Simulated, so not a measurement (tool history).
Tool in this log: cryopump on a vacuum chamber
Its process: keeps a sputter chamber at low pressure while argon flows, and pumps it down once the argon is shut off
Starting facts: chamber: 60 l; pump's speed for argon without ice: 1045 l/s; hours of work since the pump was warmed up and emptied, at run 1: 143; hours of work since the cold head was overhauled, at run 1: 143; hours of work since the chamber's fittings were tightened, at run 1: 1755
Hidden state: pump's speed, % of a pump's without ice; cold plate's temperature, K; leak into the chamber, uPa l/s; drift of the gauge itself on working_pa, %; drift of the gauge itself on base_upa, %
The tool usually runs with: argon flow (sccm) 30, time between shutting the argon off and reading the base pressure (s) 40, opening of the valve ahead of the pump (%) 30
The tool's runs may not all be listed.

run,hour,argon flow (sccm),time between shutting the argon off and reading the base pressure (s),opening of the valve ahead of the pump (%),hours of work since the pump was warmed up and emptied,hours of work since the cold head was overhauled,hours of work since the chamber's fittings were tightened,pressure while argon flows (Pa),pressure after the wait (uPa)
1,0.0,30,40,30,143,143,1755,0.1630,4.42
2,26.6,30,199,30,159,159,1772,0.1638,2.48
3,63.1,30,199,30,182,182,1795,0.1633,2.50
4,97.7,30,199,30,204,204,1816,0.1658,2.50
5,148.1,30,40,30,235,235,1848,0.1637,4.47
6,203.7,30,40,30,269,269,1882,0.1649,4.53
7,249.5,30,40,30,298,298,1911,0.1671,4.56
8,307.5,15,40,30,334,334,1947,0.0836,4.56
9,359.1,34,40,30,366,366,1979,0.1895,4.64
10,404.7,30,186,30,394,394,2007,0.1675,2.78
11,464.3,30,186,30,431,431,2044,0.1670,2.89
12,515.4,30,186,30,463,463,2076,0.1678,2.95
13,564.9,14,40,30,494,494,2107,0.0776,4.99
14,619.6,14,40,48,528,528,2141,0.0498,4.81
15,656.5,30,40,30,551,551,2164,0.1698,4.96
16,691.1,30,40,30,572,572,2185,0.1685,5.04

Run 17, settings as shown, results not yet in. Your forecast:
17,751.5,30,40,30,610,610,2223,?,?

{"run 17": {"pressure while argon flows (Pa)": 0.1696, "pressure after the wait (uPa)": 4.95}}
Had the tool carried no hidden state, the very same run would have given pressure while argon flows (Pa) 0.1613, pressure after the wait (uPa) 2.63.
